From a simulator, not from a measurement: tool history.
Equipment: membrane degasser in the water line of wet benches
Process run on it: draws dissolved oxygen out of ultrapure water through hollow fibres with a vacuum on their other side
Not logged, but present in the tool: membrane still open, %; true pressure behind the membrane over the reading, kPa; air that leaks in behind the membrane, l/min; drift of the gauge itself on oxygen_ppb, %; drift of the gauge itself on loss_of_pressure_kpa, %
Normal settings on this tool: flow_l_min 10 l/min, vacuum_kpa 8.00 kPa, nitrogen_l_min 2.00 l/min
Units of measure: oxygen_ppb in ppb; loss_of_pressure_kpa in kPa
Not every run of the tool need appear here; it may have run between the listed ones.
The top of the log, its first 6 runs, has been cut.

run	day	flow_l_min	vacuum_kpa	nitrogen_l_min	hours since the membrane was changed	hours since the vacuum gauge was calibrated	hours since the vacuum lines were made tight	oxygen_ppb	loss_of_pressure_kpa
7	22.033	10	8.00	2.76	3998	4495	2642	55.2	48.62
8	24.617	10	8.00	2.76	4060	4557	2704	54.5	49.07
9	29.504	10	8.00	2.00	4177	4675	2822	72.8	49.16
10	33.612	10	8.00	2.00	4276	4773	2920	74.2	49.33
11	37.038	10	8.00	2.00	4358	4856	3002	73.4	49.15
12	40.492	10	8.00	2.00	4441	4939	3085	73.7	49.51
13	43.667	10	8.00	2.00	4517	5015	3161	73.7	49.47
14	47.333	10	8.00	2.00	4605	5103	3249	74.1	49.40
15	51.825	7	8.00	2.00	4713	5210	3357	49.1	34.52
16	54.979	7	8.00	2.00	4789	5286	3433	50.9	34.78
17	58.925	7	8.00	2.00	4883	5381	3528	51.7	34.71
18	61.942	10	8.00	0.91	4956	5453	3600	145.9	50.11
19	66.108	9	4.95	2.85	5056	5553	3700	25.7	44.64
20	70.767	9	5.01	5.41	5168	5665	3812	17.1	44.62
21	73.838	11	13.61	2.54	5241	5739	3886	129.4	54.76
22	78.329	8	10.74	5.83	5349	5847	3993	33.8	40.05
23	82.250	8	10.74	5.83	5443	5941	4087	33.0	40.30
24	85.808	13	6.12	2.00	5529	6026	4173	74.6	65.22
25	87.954	8	11.17	5.65	5580	6078	4224	35.8	40.13
26	92.721	9	6.21	4.56	5694	6192	4339	26.3	45.01
27	95.367	9	6.21	4.56	5758	6255	4402	25.6	45.29
28	99.321	10	8.00	5.38	5853	6350	4497	35.2	50.28
29	103.762	10	8.00	5.38	5959	6457	4604	35.7	50.66

Predict the results of run 30:
30	107.608	8	17.10	2.00	6052	6549	4696	?	?

oxygen_ppb: 154.9 ppb
loss_of_pressure_kpa: 40.08 kPa
Were there no unlogged condition in the tool, this run, its random variation unchanged, would have produced oxygen_ppb 140.7 ppb, loss_of_pressure_kpa 36.85 kPa.

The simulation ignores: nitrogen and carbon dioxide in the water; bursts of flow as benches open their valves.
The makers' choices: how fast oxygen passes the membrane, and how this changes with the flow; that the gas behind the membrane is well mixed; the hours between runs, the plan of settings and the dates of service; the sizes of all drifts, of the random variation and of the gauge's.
